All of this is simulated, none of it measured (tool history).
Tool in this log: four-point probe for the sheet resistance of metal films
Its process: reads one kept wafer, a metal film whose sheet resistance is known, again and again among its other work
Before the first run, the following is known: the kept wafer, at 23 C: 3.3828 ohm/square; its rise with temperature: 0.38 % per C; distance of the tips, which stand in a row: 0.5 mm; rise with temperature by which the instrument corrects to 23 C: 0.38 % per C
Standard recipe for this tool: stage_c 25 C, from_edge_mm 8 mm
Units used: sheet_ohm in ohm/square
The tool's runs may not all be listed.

| run | hour | stage_c | from_edge_mm | sheet_ohm |
|---|---|---|---|---|
| 1 | 0 | 25 | 8 | 3.37754 |
| 2 | 19.8 | 25 | 8 | 3.377451 |
| 3 | 37.4 | 25 | 8 | 3.376645 |
| 4 | 50.5 | 25 | 8 | 3.377105 |
| 5 | 76.1 | 25 | 8 | 3.377372 |
| 6 | 102.3 | 25 | 12 | 3.374054 |
| 7 | 122.4 | 25 | 63 | 3.36939 |
| 8 | 148.3 | 25 | 4 | 3.39788 |
| 9 | 167.9 | 25 | 4 | 3.396177 |
| 10 | 186.9 | 25 | 4 | 3.397675 |
| 11 | 202 | 24 | 5 | 3.386601 |
| 12 | 221.9 | 24 | 5 | 3.387142 |
| 13 | 243.6 | 19 | 7 | 3.378517 |
| 14 | 260.3 | 24 | 37 | 3.368644 |
| 15 | 274.6 | 24 | 39 | 3.369732 |
| 16 | 289.5 | 24 | 39 | 3.369321 |
| 17 | 302 | 19 | 35 | 3.367839 |
| 18 | 327.4 | 20 | 4 | 3.396062 |
| 19 | 354 | 20 | 4 | 3.396539 |

Forecast each of these 3 alternatives for the next run:
| A | 368.6 | 25 | 25 | ? |
| B | 368.6 | 22 | 12 | ? |
| C | 368.6 | 34 | 74 | ? |

| run | sheet_ohm |
|---|---|
| A | 3.370555 |
| B | 3.371471 |
| C | 3.369721 |
The same runs, with their run-to-run variation unchanged, on a tool lacking any hidden condition would have given:
| run | sheet_ohm |
|---|---|
| A | 3.38492 |
| B | 3.385934 |
| C | 3.383813 |
